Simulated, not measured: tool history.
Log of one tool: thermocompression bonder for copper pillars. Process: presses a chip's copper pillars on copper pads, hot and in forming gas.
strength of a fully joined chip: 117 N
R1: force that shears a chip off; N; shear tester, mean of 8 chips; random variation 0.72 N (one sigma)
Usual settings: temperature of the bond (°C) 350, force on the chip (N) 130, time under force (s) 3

{"run": 1, "day": 0.0, "temperature of the bond (°C)": 350, "force on the chip (N)": 130, "time under force (s)": 3, "R1": 51.2}
{"run": 2, "day": 0.8, "temperature of the bond (°C)": 350, "force on the chip (N)": 130, "time under force (s)": 3, "R1": 52.0}
{"run": 3, "day": 1.246, "temperature of the bond (°C)": 350, "force on the chip (N)": 130, "time under force (s)": 3, "R1": 50.6}
{"run": 4, "day": 2.004, "temperature of the bond (°C)": 350, "force on the chip (N)": 163, "time under force (s)": 3, "R1": 61.4}
{"run": 5, "day": 2.475, "temperature of the bond (°C)": 350, "force on the chip (N)": 109, "time under force (s)": 3, "R1": 43.1}
{"run": 6, "day": 3.008, "temperature of the bond (°C)": 350, "force on the chip (N)": 109, "time under force (s)": 3, "R1": 43.1}
{"run": 7, "day": 3.742, "temperature of the bond (°C)": 350, "force on the chip (N)": 130, "time under force (s)": 3, "R1": 51.7}
{"run": 8, "day": 4.212, "temperature of the bond (°C)": 350, "force on the chip (N)": 130, "time under force (s)": 6, "R1": 64.5}
{"run": 9, "day": 4.85, "temperature of the bond (°C)": 350, "force on the chip (N)": 153, "time under force (s)": 3, "R1": 58.9}
{"run": 10, "day": 5.383, "temperature of the bond (°C)": 351, "force on the chip (N)": 114, "time under force (s)": 8, "R1": 65.3}
{"run": 11, "day": 5.975, "temperature of the bond (°C)": 351, "force on the chip (N)": 114, "time under force (s)": 8, "R1": 65.2}
{"run": 12, "day": 6.788, "temperature of the bond (°C)": 370, "force on the chip (N)": 101, "time under force (s)": 8, "R1": 67.1}
{"run": 13, "day": 7.296, "temperature of the bond (°C)": 370, "force on the chip (N)": 101, "time under force (s)": 8, "R1": 68.1}
{"run": 14, "day": 7.762, "temperature of the bond (°C)": 340, "force on the chip (N)": 118, "time under force (s)": 2, "R1": 36.5}
{"run": 15, "day": 8.662, "temperature of the bond (°C)": 341, "force on the chip (N)": 118, "time under force (s)": 2, "R1": 37.5}
{"run": 16, "day": 9.442, "temperature of the bond (°C)": 341, "force on the chip (N)": 118, "time under force (s)": 2, "R1": 37.6}
{"run": 17, "day": 10.283, "temperature of the bond (°C)": 341, "force on the chip (N)": 118, "time under force (s)": 2, "R1": 35.9}
{"day": 10.692, "done": "force cell calibrated"}
{"run": 18, "day": 10.733, "temperature of the bond (°C)": 341, "force on the chip (N)": 118, "time under force (s)": 2, "R1": 37.5}

Forecast each of these 3 alternatives for the next run:
{"run": "A", "day": 11.525, "temperature of the bond (°C)": 357, "force on the chip (N)": 130, "time under force (s)": 3, "R1": "?"}
{"run": "B", "day": 11.525, "temperature of the bond (°C)": 325, "force on the chip (N)": 172, "time under force (s)": 2, "R1": "?"}
{"run": "C", "day": 11.525, "temperature of the bond (°C)": 362, "force on the chip (N)": 118, "time under force (s)": 2, "R1": "?"}

run=A R1=54.6
run=B R1=45.5
run=C R1=44.5
Without the tool's hidden state the same runs would have given:
run=A R1=54.9
run=B R1=45.7
run=C R1=44.7
